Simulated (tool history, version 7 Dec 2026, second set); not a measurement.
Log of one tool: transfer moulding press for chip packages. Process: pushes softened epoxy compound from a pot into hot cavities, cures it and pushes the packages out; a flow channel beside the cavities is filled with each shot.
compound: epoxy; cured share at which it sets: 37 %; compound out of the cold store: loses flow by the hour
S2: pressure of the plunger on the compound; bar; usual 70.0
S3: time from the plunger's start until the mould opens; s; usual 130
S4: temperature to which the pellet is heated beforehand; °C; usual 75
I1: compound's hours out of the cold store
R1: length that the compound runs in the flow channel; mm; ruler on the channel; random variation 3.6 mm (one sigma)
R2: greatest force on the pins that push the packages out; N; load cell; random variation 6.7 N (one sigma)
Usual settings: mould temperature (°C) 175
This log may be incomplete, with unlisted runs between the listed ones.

run 1 hour=0.0 | mould_temperature_(°C)=175 S2=70.0 S3=130 S4=75 | I1=20.6 | R1=915 R2=462
-- hour=9.2 cavities cleaned with cleaning compound and waxed
run 2 hour=72.3 | mould_temperature_(°C)=175 S2=70.0 S3=130 S4=75 | I1=19.2 | R1=914 R2=424
-- hour=96.9 cavities cleaned with cleaning compound and waxed
run 3 hour=156.0 | mould_temperature_(°C)=175 S2=70.0 S3=130 S4=75 | I1=11.6 | R1=927 R2=429
-- hour=189.6 cavities cleaned with cleaning compound and waxed
run 4 hour=209.8 | mould_temperature_(°C)=175 S2=70.0 S3=130 S4=76 | I1=37.1 | R1=863 R2=336
-- hour=239.6 mould's thermocouples calibrated
-- hour=279.6 cavities cleaned with cleaning compound and waxed
run 5 hour=294.9 | mould_temperature_(°C)=175 S2=70.0 S3=130 S4=76 | I1=29.6 | R1=882 R2=315
run 6 hour=359.9 | mould_temperature_(°C)=175 S2=70.0 S3=130 S4=76 | I1=31.8 | R1=875 R2=465
-- hour=369.5 cavities cleaned with cleaning compound and waxed
run 7 hour=438.0 | mould_temperature_(°C)=175 S2=70.0 S3=130 S4=75 | I1=16.1 | R1=903 R2=442
-- hour=461.1 cavities cleaned with cleaning compound and waxed
run 8 hour=505.5 | mould_temperature_(°C)=175 S2=70.0 S3=130 S4=75 | I1=32.9 | R1=864 R2=408
-- hour=519.8 plunger's sealing rings changed
-- hour=554.1 cavities cleaned with cleaning compound and waxed
run 9 hour=606.3 | mould_temperature_(°C)=175 S2=70.0 S3=130 S4=75 | I1=19.7 | R1=919 R2=409
-- hour=645.1 cavities cleaned with cleaning compound and waxed
-- hour=695.2 mould's thermocouples calibrated, once more
run 10 hour=703.4 | mould_temperature_(°C)=175 S2=70.0 S3=130 S4=70 | I1=11.8 | R1=920 R2=413
-- hour=735.1 cavities cleaned with cleaning compound and waxed
run 11 hour=753.8 | mould_temperature_(°C)=175 S2=70.0 S3=134 S4=70 | I1=36.7 | R1=859 R2=330
-- hour=827.0 cavities cleaned with cleaning compound and waxed
run 12 hour=842.3 | mould_temperature_(°C)=175 S2=70.0 S3=130 S4=75 | I1=23.2 | R1=886 R2=316
-- hour=914.5 cavities cleaned with cleaning compound and waxed
run 13 hour=942.3 | mould_temperature_(°C)=175 S2=70.0 S3=166 S4=75 | I1=37.8 | R1=850 R2=319
run 14 hour=986.2 | mould_temperature_(°C)=175 S2=70.0 S3=166 S4=75 | I1=40.0 | R1=842 R2=379
-- hour=1001.8 cavities cleaned with cleaning compound and waxed
-- hour=1039.7 plunger's sealing rings changed
run 15 hour=1039.7 | mould_temperature_(°C)=175 S2=70.0 S3=130 S4=84 | I1=31.0 | R1=885 R2=351
-- hour=1093.3 cavities cleaned with cleaning compound and waxed
run 16 hour=1106.3 | mould_temperature_(°C)=175 S2=70.0 S3=130 S4=84 | I1=14.7 | R1=921 R2=322
run 17 hour=1149.8 | mould_temperature_(°C)=175 S2=70.0 S3=130 S4=84 | I1=25.3 | R1=890 R2=419
-- hour=1179.9 cavities cleaned with cleaning compound and waxed
run 18 hour=1217.3 | mould_temperature_(°C)=169 S2=70.0 S3=130 S4=75 | I1=20.7 | R1=923 R2=490
-- hour=1272.7 cavities cleaned with cleaning compound and waxed
run 19 hour=1289.5 | mould_temperature_(°C)=169 S2=70.0 S3=130 S4=75 | I1=13.7 | R1=934 R2=442
run 20 hour=1337.5 | mould_temperature_(°C)=169 S2=70.0 S3=127 S4=79 | I1=15.8 | R1=929 R2=575
-- hour=1360.2 cavities cleaned with cleaning compound and waxed
run 21 hour=1423.8 | mould_temperature_(°C)=175 S2=79.8 S3=159 S4=76 | I1=14.8 | R1=963 R2=381
-- hour=1450.3 cavities cleaned with cleaning compound and waxed
run 22 hour=1465.5 | mould_temperature_(°C)=175 S2=79.8 S3=159 S4=76 | I1=14.1 | R1=962 R2=280
-- hour=1540.6 cavities cleaned with cleaning compound and waxed
-- hour=1559.0 plunger's sealing rings changed
run 23 hour=1565.8 | mould_temperature_(°C)=175 S2=79.8 S3=159 S4=76 | I1=43.3 | R1=921 R2=315
run 24 hour=1618.4 | mould_temperature_(°C)=175 S2=79.8 S3=159 S4=74 | I1=28.6 | R1=948 R2=415
-- hour=1633.4 cavities cleaned with cleaning compound and waxed
run 25 hour=1712.7 | mould_temperature_(°C)=175 S2=70.0 S3=130 S4=77 | I1=15.3 | R1=913 R2=427
-- hour=1720.7 cavities cleaned with cleaning compound and waxed
-- hour=1810.0 cavities cleaned with cleaning compound and waxed
run 26 hour=1810.0 | mould_temperature_(°C)=175 S2=69.9 S3=144 S4=75 | I1=12.8 | R1=912 R2=249

Consider 3 possible next runs. They are alternatives, not a sequence: every one starts from the tool as it was left by run 26. What does each give?
run A hour=1857.9 | mould_temperature_(°C)=170 S2=53.8 S3=144 S4=69 | I1=46.3 | R1=? R2=?
run B hour=1857.9 | mould_temperature_(°C)=175 S2=69.9 S3=144 S4=66 | I1=36.7 | R1=? R2=?
run C hour=1857.9 | mould_temperature_(°C)=178 S2=66.8 S3=130 S4=74 | I1=29.4 | R1=? R2=?

run=A R1=751 R2=424
run=B R1=861 R2=372
run=C R1=846 R2=372
The same runs, with their run-to-run variation unchanged, on a tool lacking any hidden condition would have given:
run=A R1=763 R2=287
run=B R1=875 R2=256
run=C R1=860 R2=256
